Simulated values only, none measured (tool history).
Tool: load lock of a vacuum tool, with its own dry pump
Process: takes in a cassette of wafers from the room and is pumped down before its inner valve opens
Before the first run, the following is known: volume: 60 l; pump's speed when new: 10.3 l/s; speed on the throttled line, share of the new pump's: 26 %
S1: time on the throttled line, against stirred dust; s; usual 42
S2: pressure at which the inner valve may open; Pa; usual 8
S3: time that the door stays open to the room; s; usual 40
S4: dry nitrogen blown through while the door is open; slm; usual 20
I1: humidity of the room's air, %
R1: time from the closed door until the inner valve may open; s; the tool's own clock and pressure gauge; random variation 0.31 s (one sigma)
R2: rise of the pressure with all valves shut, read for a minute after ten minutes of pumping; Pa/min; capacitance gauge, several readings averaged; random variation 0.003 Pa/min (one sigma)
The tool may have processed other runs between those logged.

run,hour,S1,S2,S3,S4,I1,R1,R2
1,0.0,42,8,40,20,46.2,87.3,0.107
2,47.8,42,8,40,20,46.5,86.9,0.107
3,118.0,42,8,40,20,43.2,86.8,0.114
4,216.7,65,8,40,20,42.1,103.6,0.110
5,292.6,42,8,40,20,46.0,86.6,0.118
6,382.5,42,8,40,20,48.4,87.0,0.121
7,468.1,42,8,40,20,43.9,86.6,0.119
8,560.5,26,8,40,20,46.6,74.9,0.121
9,625.9,26,8,40,20,44.3,75.2,0.130
10,739.8,42,10,40,20,45.0,85.7,0.127
11,850.5,37,6,136,19,44.7,85.6,0.142
12,944.3,37,6,136,19,45.8,85.1,0.151
13,1004.6,37,6,189,19,45.8,85.5,0.153
14,1051.5,37,6,189,19,43.7,85.5,0.155
15,1125.2,28,8,40,20,46.5,76.7,0.138
16,1206.9,28,8,40,20,44.9,76.6,0.140
17,1312.3,28,8,40,20,44.7,76.6,0.144
18,1396.8,28,8,40,20,42.9,76.3,0.150
19,1477.2,42,8,40,41,43.6,86.7,0.148
20,1539.7,42,8,40,41,45.0,87.2,0.144

What if the next run were any one of these 3? Each begins from the tool's condition after run 20:
A,1643.1,42,8,114,5,47.0,?,?
B,1643.1,25,13,40,44,43.4,?,?
C,1643.1,42,10,97,15,46.9,?,?

run,R1,R2
A,87.1,0.182
B,71.9,0.147
C,85.8,0.167
Without the tool's unlogged condition, the same runs would have read:
run,R1,R2
A,86.6,0.046
B,71.5,0.010
C,85.4,0.029
